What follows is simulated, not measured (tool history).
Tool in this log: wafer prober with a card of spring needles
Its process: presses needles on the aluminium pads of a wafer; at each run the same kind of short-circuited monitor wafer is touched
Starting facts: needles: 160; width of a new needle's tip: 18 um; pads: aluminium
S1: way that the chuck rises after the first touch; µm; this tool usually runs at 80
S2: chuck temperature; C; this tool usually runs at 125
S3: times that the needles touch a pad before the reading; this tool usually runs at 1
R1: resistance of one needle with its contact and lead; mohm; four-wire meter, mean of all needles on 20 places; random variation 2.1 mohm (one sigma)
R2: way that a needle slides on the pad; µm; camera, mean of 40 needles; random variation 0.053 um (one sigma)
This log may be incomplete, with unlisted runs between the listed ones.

run,hour,S1,S2,S3,R1,R2
1,0.0,80,125,1,258,11.84
2,4.5,80,125,1,268,11.82
# hour 5.4: tips cleaned on abrasive film
3,14.9,80,125,2,247,11.72
# hour 19.3: tips cleaned on abrasive film
4,24.0,80,125,1,253,11.79
5,29.2,78,125,1,262,11.50
# hour 33.5: tips cleaned on abrasive film
6,34.2,80,58,1,223,11.87
# hour 35.4: height of the first contact set anew
7,43.5,80,58,1,247,11.69
# hour 47.7: tips cleaned on abrasive film
8,50.3,80,58,1,229,11.69
9,57.7,80,58,1,253,11.61
# hour 61.7: tips cleaned on abrasive film
# hour 62.9: height of the first contact set anew, once more
10,65.0,80,125,1,241,11.90
11,70.6,80,125,1,262,11.90
# hour 75.6: tips cleaned on abrasive film
12,76.1,88,56,1,216,13.22
13,86.1,98,99,3,231,14.66
# hour 89.3: tips cleaned on abrasive film
14,90.9,98,99,3,223,14.48
15,96.3,62,47,2,241,9.33
16,101.6,62,47,2,249,9.29
# hour 103.4: tips cleaned on abrasive film
17,110.6,66,122,2,252,9.79
# hour 117.5: tips cleaned on abrasive film
18,118.1,65,124,1,239,9.68
19,125.9,74,86,1,258,10.99
# hour 131.1: tips cleaned on abrasive film
20,135.9,92,123,1,240,13.78
21,141.3,80,89,2,243,11.99

Alternative continuations, all from the tool just after run 21; predict every row:
# hour 145.0: tips cleaned on abrasive film
A,150.8,64,89,1,?,?
# hour 145.0: tips cleaned on abrasive film
B,150.8,80,33,2,?,?
# hour 145.0: tips cleaned on abrasive film
C,150.8,80,89,2,?,?
# hour 145.0: tips cleaned on abrasive film
D,150.8,94,38,2,?,?
# hour 145.0: tips cleaned on abrasive film
E,150.8,75,120,2,?,?

run,R1,R2
A,257,9.57
B,223,11.99
C,237,11.81
D,225,14.13
E,249,11.07
Without the tool's unlogged condition, the same runs would have read:
run,R1,R2
A,221,9.62
B,207,12.04
C,222,11.86
D,212,14.18
E,232,11.12

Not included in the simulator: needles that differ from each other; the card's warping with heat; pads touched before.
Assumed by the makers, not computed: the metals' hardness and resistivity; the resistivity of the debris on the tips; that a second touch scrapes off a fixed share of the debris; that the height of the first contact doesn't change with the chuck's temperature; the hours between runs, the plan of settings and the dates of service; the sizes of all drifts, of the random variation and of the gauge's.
